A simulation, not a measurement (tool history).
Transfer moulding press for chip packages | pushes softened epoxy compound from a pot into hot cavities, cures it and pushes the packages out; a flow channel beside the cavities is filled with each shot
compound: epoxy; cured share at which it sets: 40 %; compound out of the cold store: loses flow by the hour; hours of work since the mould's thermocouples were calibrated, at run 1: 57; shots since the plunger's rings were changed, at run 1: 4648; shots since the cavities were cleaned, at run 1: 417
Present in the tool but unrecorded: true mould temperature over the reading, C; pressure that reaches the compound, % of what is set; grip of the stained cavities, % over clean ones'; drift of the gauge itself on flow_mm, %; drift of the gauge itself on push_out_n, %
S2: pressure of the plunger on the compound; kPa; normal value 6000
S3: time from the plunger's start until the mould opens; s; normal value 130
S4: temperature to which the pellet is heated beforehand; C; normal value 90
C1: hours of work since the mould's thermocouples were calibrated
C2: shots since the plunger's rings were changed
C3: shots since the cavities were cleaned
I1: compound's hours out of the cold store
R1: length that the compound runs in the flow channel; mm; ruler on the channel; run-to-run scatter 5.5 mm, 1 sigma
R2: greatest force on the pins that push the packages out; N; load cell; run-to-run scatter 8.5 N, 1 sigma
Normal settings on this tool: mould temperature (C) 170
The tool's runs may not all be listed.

run 1 hour=0.0 | mould_temperature_(C)=170 S2=6000 S3=130 S4=90 | C1=57 C2=4648 C3=417 | I1=9.4 | R1=806 R2=596
run 2 hour=13.3 | mould_temperature_(C)=170 S2=6000 S3=130 S4=90 | C1=66 C2=4786 C3=555 | I1=12.9 | R1=795 R2=637
-- hour=19.7 plunger's sealing rings changed
run 3 hour=28.6 | mould_temperature_(C)=170 S2=6000 S3=130 S4=90 | C1=75 C2=92 C3=687 | I1=11.6 | R1=880 R2=666
-- hour=33.3 cavities cleaned with cleaning compound and waxed
run 4 hour=46.7 | mould_temperature_(C)=170 S2=6000 S3=130 S4=90 | C1=87 C2=263 C3=138 | I1=10.5 | R1=880 R2=467
run 5 hour=58.3 | mould_temperature_(C)=170 S2=5750 S3=130 S4=90 | C1=95 C2=383 C3=258 | I1=8.8 | R1=860 R2=565
run 6 hour=72.9 | mould_temperature_(C)=170 S2=7340 S3=130 S4=90 | C1=105 C2=534 C3=409 | I1=46.6 | R1=840 R2=563
run 7 hour=83.0 | mould_temperature_(C)=170 S2=7340 S3=130 S4=90 | C1=112 C2=638 C3=513 | I1=22.9 | R1=933 R2=629
run 8 hour=90.2 | mould_temperature_(C)=170 S2=7340 S3=130 S4=90 | C1=117 C2=713 C3=588 | I1=16.2 | R1=932 R2=690
run 9 hour=98.9 | mould_temperature_(C)=170 S2=6000 S3=137 S4=90 | C1=124 C2=802 C3=677 | I1=43.5 | R1=768 R2=660
-- hour=104.3 cavities cleaned with cleaning compound and waxed
run 10 hour=111.6 | mould_temperature_(C)=170 S2=6000 S3=137 S4=90 | C1=131 C2=918 C3=75 | I1=18.2 | R1=837 R2=433
run 11 hour=125.2 | mould_temperature_(C)=170 S2=6000 S3=137 S4=90 | C1=141 C2=1059 C3=216 | I1=34.2 | R1=790 R2=504
run 12 hour=134.6 | mould_temperature_(C)=170 S2=6000 S3=137 S4=90 | C1=148 C2=1156 C3=313 | I1=40.8 | R1=773 R2=561
run 13 hour=144.4 | mould_temperature_(C)=170 S2=6000 S3=137 S4=90 | C1=155 C2=1257 C3=414 | I1=15.0 | R1=853 R2=586
run 14 hour=158.2 | mould_temperature_(C)=170 S2=6000 S3=130 S4=90 | C1=164 C2=1400 C3=557 | I1=37.4 | R1=776 R2=654
run 15 hour=172.3 | mould_temperature_(C)=170 S2=6000 S3=151 S4=96 | C1=174 C2=1545 C3=702 | I1=18.6 | R1=835 R2=641
-- hour=175.3 cavities cleaned with cleaning compound and waxed
run 16 hour=187.4 | mould_temperature_(C)=165 S2=6890 S3=130 S4=81 | C1=184 C2=1686 C3=125 | I1=26.7 | R1=874 R2=549
run 17 hour=201.2 | mould_temperature_(C)=170 S2=6690 S3=130 S4=81 | C1=193 C2=1829 C3=268 | I1=25.1 | R1=862 R2=551
run 18 hour=212.1 | mould_temperature_(C)=170 S2=6690 S3=111 S4=93 | C1=201 C2=1941 C3=380 | I1=38.7 | R1=807 R2=678
run 19 hour=223.0 | mould_temperature_(C)=167 S2=6750 S3=111 S4=93 | C1=209 C2=2054 C3=493 | I1=35.9 | R1=822 R2=881
run 20 hour=231.7 | mould_temperature_(C)=169 S2=4970 S3=130 S4=90 | C1=215 C2=2144 C3=583 | I1=35.3 | R1=713 R2=691
run 21 hour=242.7 | mould_temperature_(C)=169 S2=6190 S3=147 S4=81 | C1=223 C2=2258 C3=697 | I1=44.7 | R1=763 R2=673
-- hour=247.1 cavities cleaned with cleaning compound and waxed
run 22 hour=255.2 | mould_temperature_(C)=169 S2=6190 S3=150 S4=81 | C1=230 C2=2370 C3=83 | I1=24.5 | R1=820 R2=418
run 23 hour=269.5 | mould_temperature_(C)=176 S2=6030 S3=130 S4=81 | C1=240 C2=2519 C3=232 | I1=46.5 | R1=732 R2=482
run 24 hour=281.2 | mould_temperature_(C)=177 S2=4730 S3=165 S4=100 | C1=249 C2=2639 C3=352 | I1=29.5 | R1=687 R2=557
run 25 hour=294.1 | mould_temperature_(C)=170 S2=6000 S3=130 S4=87 | C1=258 C2=2772 C3=485 | I1=41.3 | R1=747 R2=614
run 26 hour=302.3 | mould_temperature_(C)=170 S2=5850 S3=130 S4=90 | C1=263 C2=2857 C3=570 | I1=15.5 | R1=810 R2=691
run 27 hour=309.3 | mould_temperature_(C)=170 S2=7250 S3=130 S4=90 | C1=268 C2=2929 C3=642 | I1=18.4 | R1=891 R2=688
-- hour=319.0 cavities cleaned with cleaning compound and waxed
run 28 hour=327.1 | mould_temperature_(C)=172 S2=4680 S3=143 S4=85 | C1=280 C2=3098 C3=83 | I1=10.9 | R1=741 R2=413

Forecast each of these 4 alternatives for the next run:
run A hour=342.1 | mould_temperature_(C)=172 S2=4680 S3=163 S4=85 | C1=290 C2=3253 C3=238 | I1=47.3 | R1=? R2=?
run B hour=342.1 | mould_temperature_(C)=176 S2=4640 S3=130 S4=87 | C1=290 C2=3253 C3=238 | I1=16.5 | R1=? R2=?
run C hour=342.1 | mould_temperature_(C)=172 S2=5810 S3=143 S4=85 | C1=290 C2=3253 C3=238 | I1=14.6 | R1=? R2=?
run D hour=342.1 | mould_temperature_(C)=170 S2=6930 S3=157 S4=95 | C1=290 C2=3253 C3=238 | I1=31.6 | R1=? R2=?

run=A R1=645 R2=506
run=B R1=706 R2=499
run=C R1=803 R2=507
run=D R1=822 R2=484
Take away the tool's hidden state, keep each run's random variation, and the runs would have read:
run=A R1=689 R2=355
run=B R1=755 R2=349
run=C R1=859 R2=353
run=D R1=879 R2=337
